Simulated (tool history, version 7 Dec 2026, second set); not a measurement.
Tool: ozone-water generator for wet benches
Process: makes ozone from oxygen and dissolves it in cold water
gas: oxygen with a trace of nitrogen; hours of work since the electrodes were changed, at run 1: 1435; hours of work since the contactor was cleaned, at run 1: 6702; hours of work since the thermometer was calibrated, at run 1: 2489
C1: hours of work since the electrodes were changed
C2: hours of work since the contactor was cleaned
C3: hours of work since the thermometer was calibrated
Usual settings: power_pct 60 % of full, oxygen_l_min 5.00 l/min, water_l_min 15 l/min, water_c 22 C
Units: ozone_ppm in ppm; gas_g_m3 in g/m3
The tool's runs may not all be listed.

Run 1, hour 0.0: usual settings; C1 1435; C2 6702; C3 2489. Result: ozone_ppm 23.9 ppm, gas_g_m3 182.6 g/m3.
Run 2, hour 35.7: usual settings; C1 1469; C2 6736; C3 2522. Result: ozone_ppm 23.9 ppm, gas_g_m3 182.2 g/m3.
Run 3, hour 71.1: usual settings; C1 1502; C2 6769; C3 2556. Result: ozone_ppm 23.8 ppm, gas_g_m3 185.2 g/m3.
Run 4, hour 95.6: usual settings; C1 1525; C2 6792; C3 2579. Result: ozone_ppm 24.2 ppm, gas_g_m3 181.7 g/m3.
Run 5, hour 141.6: usual settings; C1 1569; C2 6835; C3 2622. Result: ozone_ppm 23.8 ppm, gas_g_m3 183.5 g/m3.
Run 6, hour 172.5: usual settings; C1 1598; C2 6864; C3 2651. Result: ozone_ppm 24.1 ppm, gas_g_m3 183.6 g/m3.
Run 7, hour 214.9: usual settings but oxygen_l_min 3.15 l/min; C1 1638; C2 6904; C3 2691. Result: ozone_ppm 25.3 ppm, gas_g_m3 247.2 g/m3.
Run 8, hour 246.7: usual settings; C1 1668; C2 6934; C3 2721. Result: ozone_ppm 23.9 ppm, gas_g_m3 184.9 g/m3.
Run 9, hour 279.7: usual settings; C1 1699; C2 6965; C3 2752. Result: ozone_ppm 23.9 ppm, gas_g_m3 184.0 g/m3.
Run 10, hour 305.9: usual settings but oxygen_l_min 4.70 l/min; C1 1723; C2 6990; C3 2777. Result: ozone_ppm 24.3 ppm, gas_g_m3 193.1 g/m3.
Run 11, hour 330.0: usual settings; C1 1746; C2 7013; C3 2799. Result: ozone_ppm 24.1 ppm, gas_g_m3 185.5 g/m3.
Run 12, hour 375.8: usual settings but water_c 21 C; C1 1789; C2 7056; C3 2842. Result: ozone_ppm 24.5 ppm, gas_g_m3 184.7 g/m3.
Run 13, hour 415.7: usual settings; C1 1827; C2 7093; C3 2880. Result: ozone_ppm 24.1 ppm, gas_g_m3 187.1 g/m3.
Run 14, hour 448.0: usual settings but oxygen_l_min 8.82 l/min, water_l_min 16 l/min, water_c 24 C; C1 1857; C2 7124; C3 2910. Result: ozone_ppm 19.7 ppm, gas_g_m3 129.1 g/m3.
Run 15, hour 489.0: usual settings but power_pct 74 % of full, oxygen_l_min 8.82 l/min, water_l_min 16 l/min, water_c 24 C; C1 1896; C2 7162; C3 2949. Result: ozone_ppm 22.8 ppm, gas_g_m3 153.9 g/m3.
Run 16, hour 513.4: usual settings but oxygen_l_min 4.74 l/min, water_l_min 9 l/min; C1 1919; C2 7185; C3 2972. Result: ozone_ppm 31.8 ppm, gas_g_m3 190.7 g/m3.
Run 17, hour 550.9: usual settings but power_pct 48 % of full, water_c 26 C; C1 1954; C2 7221; C3 3007. Result: ozone_ppm 18.7 ppm, gas_g_m3 155.4 g/m3.
Run 18, hour 583.1: usual settings but power_pct 48 % of full, oxygen_l_min 3.78 l/min, water_c 15 C; C1 1984; C2 7251; C3 3038. Result: ozone_ppm 23.2 ppm, gas_g_m3 187.8 g/m3.
Run 19, hour 612.8: usual settings but power_pct 49 % of full, oxygen_l_min 5.26 l/min, water_c 28 C; C1 2012; C2 7279; C3 3066. Result: ozone_ppm 17.9 ppm, gas_g_m3 154.8 g/m3.
Run 20, hour 639.9: usual settings but power_pct 49 % of full, oxygen_l_min 5.26 l/min, water_c 28 C; C1 2038; C2 7304; C3 3091. Result: ozone_ppm 18.0 ppm, gas_g_m3 155.7 g/m3.
Run 21, hour 663.2: usual settings but power_pct 49 % of full, oxygen_l_min 5.26 l/min, water_c 28 C; C1 2060; C2 7326; C3 3113. Result: ozone_ppm 18.2 ppm, gas_g_m3 154.0 g/m3.
Run 22, hour 704.0: usual settings but power_pct 89 % of full, oxygen_l_min 2.84 l/min, water_l_min 14 l/min, water_c 23 C; C1 2098; C2 7365; C3 3151. Result: ozone_ppm 36.4 ppm, gas_g_m3 368.5 g/m3.
At hour 747.2: gauge calibrated.
Run 23, hour 750.5: usual settings but power_pct 68 % of full, oxygen_l_min 8.88 l/min, water_l_min 20 l/min, water_c 23 C; C1 2142; C2 7408; C3 3195. Result: ozone_ppm 19.1 ppm, gas_g_m3 139.0 g/m3.
Run 24, hour 799.3: usual settings but power_pct 81 % of full, oxygen_l_min 2.59 l/min, water_l_min 21 l/min, water_c 17 C; C1 2188; C2 7454; C3 3241. Result: ozone_ppm 25.8 ppm, gas_g_m3 351.6 g/m3.
Run 25, hour 830.4: usual settings but power_pct 81 % of full, oxygen_l_min 2.59 l/min, water_l_min 21 l/min, water_c 17 C; C1 2217; C2 7484; C3 3270. Result: ozone_ppm 25.5 ppm, gas_g_m3 349.6 g/m3.

How the hidden state differs across the entries between the runs, from the last listed run before each to the first after it:
Between runs 22 and 23: gauge calibrated (hour 747.2)
  drift of the gauge itself on gas_g_m3, %: 2.8 -> 0.01
  measured less the result without the state, gas_g_m3: +9.8 -> +0.0 g/m3
